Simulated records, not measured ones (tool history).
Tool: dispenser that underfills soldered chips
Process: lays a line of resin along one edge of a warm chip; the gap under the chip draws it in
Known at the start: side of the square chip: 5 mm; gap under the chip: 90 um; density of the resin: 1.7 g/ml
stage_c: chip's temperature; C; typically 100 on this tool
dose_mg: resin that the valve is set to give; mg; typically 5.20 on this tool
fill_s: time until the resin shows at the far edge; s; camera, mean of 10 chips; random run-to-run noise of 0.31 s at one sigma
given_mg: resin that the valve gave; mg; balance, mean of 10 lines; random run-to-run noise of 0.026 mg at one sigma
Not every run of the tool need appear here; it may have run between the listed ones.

run	day	stage_c	dose_mg	fill_s	given_mg
1	0.000	100	5.20	18.6	4.95
# day 0.100: new syringe of resin
2	0.133	100	5.20	10.0	4.90
3	0.317	100	5.20	12.1	4.91
4	0.500	93	5.20	17.6	4.90
5	0.625	93	5.20	20.1	4.91
6	0.812	93	5.20	24.7	4.82
# day 0.854: new syringe of resin
7	1.067	93	5.20	14.2	4.86
8	1.208	100	5.20	13.1	4.87
9	1.317	100	5.20	14.8	4.83
10	1.562	110	5.20	14.6	4.85
# day 1.608: new syringe of resin
11	1.767	110	5.20	8.4	4.86
12	2.017	112	5.20	10.9	4.79
13	2.129	100	5.20	16.1	4.81
14	2.308	88	5.20	28.3	4.80
# day 2.379: new syringe of resin
15	2.500	87	5.81	14.6	5.35
16	2.700	97	4.82	14.8	4.42
# day 2.921: dispensing valve cleaned and set on the balance
17	2.938	97	4.82	17.6	4.77
18	3.079	102	6.37	17.6	6.34
# day 3.183: new syringe of resin
19	3.258	102	6.37	8.7	6.30
20	3.367	90	6.37	14.3	6.37
21	3.508	91	5.34	16.5	5.24
22	3.762	85	5.24	26.2	5.20
# day 3.929: new syringe of resin
23	3.929	85	5.24	14.1	5.18
24	4.129	85	5.24	17.9	5.20
25	4.275	90	5.43	18.2	5.33

Below are 5 alternative next runs, each starting from the tool's condition after run 25. Predict each:
A	4.450	86	6.21	?	?
B	4.450	98	5.91	?	?
C	4.450	105	5.43	?	?
D	4.450	114	6.61	?	?
E	4.450	88	4.48	?	?

run	fill_s	given_mg
A	24.7	6.08
B	16.1	5.75
C	13.5	5.36
D	10.0	6.39
E	24.8	4.41
With no hidden state in the tool, these same runs would have given:
run	fill_s	given_mg
A	13.1	6.19
B	8.3	5.86
C	6.9	5.46
D	5.2	6.51
E	13.0	4.49
